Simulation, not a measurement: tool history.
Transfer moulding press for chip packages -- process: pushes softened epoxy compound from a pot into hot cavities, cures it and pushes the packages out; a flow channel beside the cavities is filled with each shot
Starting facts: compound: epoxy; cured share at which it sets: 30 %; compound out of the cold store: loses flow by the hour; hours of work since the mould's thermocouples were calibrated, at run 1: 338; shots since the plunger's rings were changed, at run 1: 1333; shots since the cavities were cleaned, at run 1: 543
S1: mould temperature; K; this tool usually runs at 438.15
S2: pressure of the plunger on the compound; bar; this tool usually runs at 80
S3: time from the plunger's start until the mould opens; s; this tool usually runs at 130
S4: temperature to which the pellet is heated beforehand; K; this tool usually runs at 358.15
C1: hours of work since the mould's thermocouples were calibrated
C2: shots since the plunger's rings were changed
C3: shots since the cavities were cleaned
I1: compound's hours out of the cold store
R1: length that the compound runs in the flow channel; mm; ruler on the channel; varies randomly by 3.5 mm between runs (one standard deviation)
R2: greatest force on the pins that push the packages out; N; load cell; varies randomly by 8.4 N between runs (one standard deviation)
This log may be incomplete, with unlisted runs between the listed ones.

run,day,S1,S2,S3,S4,C1,C2,C3,I1,R1,R2
1,0,438.15,80,130,358.15,338,1333,543,25,848,522
# day 1.417: cavities cleaned with cleaning compound and waxed
2,1.508,438.15,80,130,358.15,357,1609,17,35.4,790,409
3,2.812,438.15,80,130,358.15,374,1858,266,8.7,938,496
4,4.121,438.15,80,159,358.15,391,2108,516,16.5,897,452
# day 5.621: cavities cleaned with cleaning compound and waxed
5,5.721,438.15,80,130,358.15,411,2402,19,18.1,877,405
# day 6.738: plunger's sealing rings changed
6,6.988,438.15,80,130,358.15,426,47,241,46.8,754,471
7,8.592,438.15,80,130,358.15,447,354,548,27,860,557
# day 9.812: mould's thermocouples calibrated
# day 10.033: cavities cleaned with cleaning compound and waxed
8,10.283,438.15,80,130,358.15,5,650,49,13.5,930,426
9,12.025,438.15,80,117,358.15,28,982,381,42.5,768,584
10,13.142,438.15,80,130,358.15,43,1196,595,28.3,835,562
# day 14.333: cavities cleaned with cleaning compound and waxed
11,14.683,438.15,80,130,358.15,62,1479,68,31.6,813,437
# day 14.988: mould's thermocouples calibrated, once more
12,16.433,438.15,80,130,358.15,19,1797,386,30.5,816,484
13,17.412,438.15,80,130,358.15,32,1984,573,11.4,921,534
# day 18.679: cavities cleaned with cleaning compound and waxed
14,18.971,438.15,80,130,358.15,51,2269,55,43,742,405
15,20.15,438.15,80,130,358.15,66,2495,281,24.1,846,467
# day 20.592: plunger's sealing rings changed
16,21.183,438.15,80,130,358.15,79,114,459,12.8,936,511
17,22.138,444.15,63.1,169,358.15,91,296,641,12.3,813,427
# day 23.021: cavities cleaned with cleaning compound and waxed
18,23.542,438.15,74.6,130,358.15,109,553,100,43.2,732,400
19,24.529,436.15,97.2,127,358.15,121,742,289,30,924,526
20,25.612,445.15,95,130,358.15,136,948,495,23.5,918,449
21,26.808,445.15,95,130,358.15,151,1177,724,26.9,894,482
# day 27.292: cavities cleaned with cleaning compound and waxed
22,28.471,445.15,89.9,130,355.15,172,1483,226,31.1,841,394
23,29.338,445.15,73.5,165,356.15,183,1648,391,14.3,845,388
24,30.796,445.15,73.5,165,356.15,202,1926,669,38.8,719,434
# day 31.579: cavities cleaned with cleaning compound and waxed
25,32.146,445.15,73.5,165,356.15,219,2173,108,8.9,877,327
26,33.125,445.15,95.2,119,356.15,232,2360,295,10,990,415
27,33.871,445.15,96.2,119,364.15,242,2503,438,45.8,783,439
# day 34.367: plunger's sealing rings changed
28,35.725,445.15,96.2,119,364.15,264,260,772,46.5,806,469

A few steps of R1 between consecutive runs. Split each: what settings, incoming material and random variation would produce without the hidden state, and what is left over for the hidden state, along with gauge scatter present in only one of the two compared results (measured, and without hidden state):
Hidden state at play: true mould temperature over the reading, C; pressure that reaches the compound, % of what is set; grip of the stained cavities, % over clean ones'; drift of the gauge itself on flow_mm, %; drift of the gauge itself on push_out_n, %.
Run 5 -> 6: plunger's sealing rings changed. R1 -123 mm: hidden state +31, all else -154.
Run 15 -> 16: plunger's sealing rings changed. R1 +90 mm: hidden state +29, all else +61.
Run 18 -> 19: S1 438.15 -> 436.15, S2 74.6 -> 97.2, S3 130 -> 127. R1 +192 mm: hidden state -3, all else +195.
Run 26 -> 27: S2 95.2 -> 96.2, S4 356.15 -> 364.15. R1 -207 mm: hidden state +5, all else -212.
